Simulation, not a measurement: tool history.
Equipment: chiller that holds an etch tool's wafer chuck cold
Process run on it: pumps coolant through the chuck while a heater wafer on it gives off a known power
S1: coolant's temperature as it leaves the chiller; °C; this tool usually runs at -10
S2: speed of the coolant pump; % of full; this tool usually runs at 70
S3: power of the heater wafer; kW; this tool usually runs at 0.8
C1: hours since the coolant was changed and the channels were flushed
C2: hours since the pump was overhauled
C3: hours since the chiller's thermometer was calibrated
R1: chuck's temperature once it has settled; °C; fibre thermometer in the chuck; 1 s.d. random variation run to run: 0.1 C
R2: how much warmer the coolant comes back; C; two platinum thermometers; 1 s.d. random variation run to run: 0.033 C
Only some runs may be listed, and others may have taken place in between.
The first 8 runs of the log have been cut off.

run      day   S1  S2     S3    C1    C2    C3     R1    R2
  9   54.575  -12  70    0.8   754   932   330   -2.4  4.33
 10   62.875  -10  70    0.8   953  1132   529   -0.3  4.34
 11   67.333  -10  70  0.429  1060  1239   636   -5.5  2.36
 12   72.883  -10  94    0.8  1193  1372   769   -2.8  3.13
      75.346  -- chiller's thermometer calibrated, once more
 13   79.488  -10  94    0.8  1351  1529    99   -1.9  3.22
 14   88.962  -10  94    0.8  1578  1757   327   -1.7  3.25
 15   95.854  -10  94    0.8  1744  1922   492   -1.9  3.16
 16  102.992  -10  94    0.8  1915  2093   664   -1.9  3.29
 17  107.833  -10  94    0.8  2031  2210   780   -1.7  3.21
 18  112.912  -15  64  0.547  2153  2331   902   -7.2  3.38
 19  117.058   -1  70  0.419  2253  2431  1001    4.4  2.34
 20  122.679  -15  70  0.419  2387  2566  1136   -9.6  2.33
 21  131.733  -15  70  0.419  2605  2783  1353   -9.8  2.39
 22  138.288  -10  70  0.413  2762  2940  1511   -4.5  2.31
 23  142.492  -10  70  0.413  2863  3041  1611   -4.7  2.34
 24  152.033  -10  70  0.413  3092  3270  1841   -4.7  2.33
 25  159.538  -15  70    0.8  3272  3450  2021   -4.3  4.59
 26  165.504   -8  70    0.8  3415  3594  2164    2.6  4.54
 27  170.479   -8  70    0.8  3535  3713  2283    2.6  4.54
 28  175.367   -8  70    0.8  3652  3830  2400    2.7  4.57
 29  182.717  -19  70   0.63  3828  4007  2577  -10.5  3.56
 30  190.121  -14  97  0.542  4006  4185  2755   -8.6  2.18
 31  194.333  -20  71    0.8  4107  4286  2856   -9.3  4.57
 32  199.896  -20  71    0.8  4241  4419  2989   -9.5  4.56

Here are 3 independent what-if runs from the current tool condition. What would each one return?
  A  205.725  -18  69  0.491  4381  4559  3129   ?   ?
  B  205.725  -20  61    0.8  4381  4559  3129   ?   ?
  C  205.725  -13  72  0.462  4381  4559  3129   ?   ?

run     R1    R2
  A  -11.4  2.89
  B   -7.9  5.34
  C   -7.2  2.54
What these runs would have given with no unlogged condition in the tool:
run     R1    R2
  A  -11.7  2.71
  B   -8.7  4.99
  C   -7.4  2.38
